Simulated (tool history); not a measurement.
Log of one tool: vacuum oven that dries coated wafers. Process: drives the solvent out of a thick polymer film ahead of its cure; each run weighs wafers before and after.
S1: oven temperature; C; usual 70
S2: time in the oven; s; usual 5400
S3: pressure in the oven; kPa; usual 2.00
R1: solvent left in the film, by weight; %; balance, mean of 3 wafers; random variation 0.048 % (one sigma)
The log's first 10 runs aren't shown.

Run 11, hour 220.1: usual settings but S3 3.54 kPa. Result: R1 2.68 %.
Run 12, hour 246.3: usual settings but S3 3.54 kPa. Result: R1 2.64 %.
Run 13, hour 275.2: usual settings but S3 3.54 kPa. Result: R1 2.73 %.
Run 14, hour 294.6: usual settings but S3 3.54 kPa. Result: R1 2.61 %.
Run 15, hour 312.4: usual settings but S3 3.54 kPa. Result: R1 2.66 %.
Run 16, hour 324.6: usual settings but S3 3.54 kPa. Result: R1 2.72 %.
Run 17, hour 352.6: usual settings but S3 3.54 kPa. Result: R1 2.75 %.
Run 18, hour 374.9: usual settings but S3 3.54 kPa. Result: R1 2.62 %.
Run 19, hour 402.0: usual settings. Result: R1 1.90 %.
Run 20, hour 430.6: usual settings. Result: R1 1.87 %.
Run 21, hour 447.6: usual settings but S2 6180 s. Result: R1 1.63 %.
Run 22, hour 460.7: usual settings. Result: R1 1.92 %.
Run 23, hour 474.5: usual settings. Result: R1 1.94 %.
Run 24, hour 496.6: usual settings. Result: R1 1.95 %.
Run 25, hour 510.1: usual settings. Result: R1 1.90 %.
Run 26, hour 524.1: usual settings but S3 1.32 kPa. Result: R1 1.44 %.
Run 27, hour 536.6: usual settings but S3 1.68 kPa. Result: R1 1.70 %.
Run 28, hour 565.2: usual settings but S1 79 C, S2 7500 s, S3 1.24 kPa. Result: R1 0.51 %.
Run 29, hour 577.1: usual settings but S1 61 C, S2 4260 s, S3 1.24 kPa. Result: R1 4.75 %.
Run 30, hour 595.7: usual settings but S1 61 C, S2 4260 s, S3 1.24 kPa. Result: R1 4.84 %.
Run 31, hour 608.7: usual settings but S3 5.10 kPa. Result: R1 3.63 %.
Run 32, hour 620.7: usual settings but S1 55 C, S2 8820 s, S3 2.20 kPa. Result: R1 4.07 %.

The next listed run, before its measurement:
Run 33, hour 649.7: usual settings but S1 64 C, S2 3060 s, S3 1.17 kPa. Result: R1 ?.

R1: 5.51 %
Without the tool's hidden state the same run would have given R1 5.54 %.
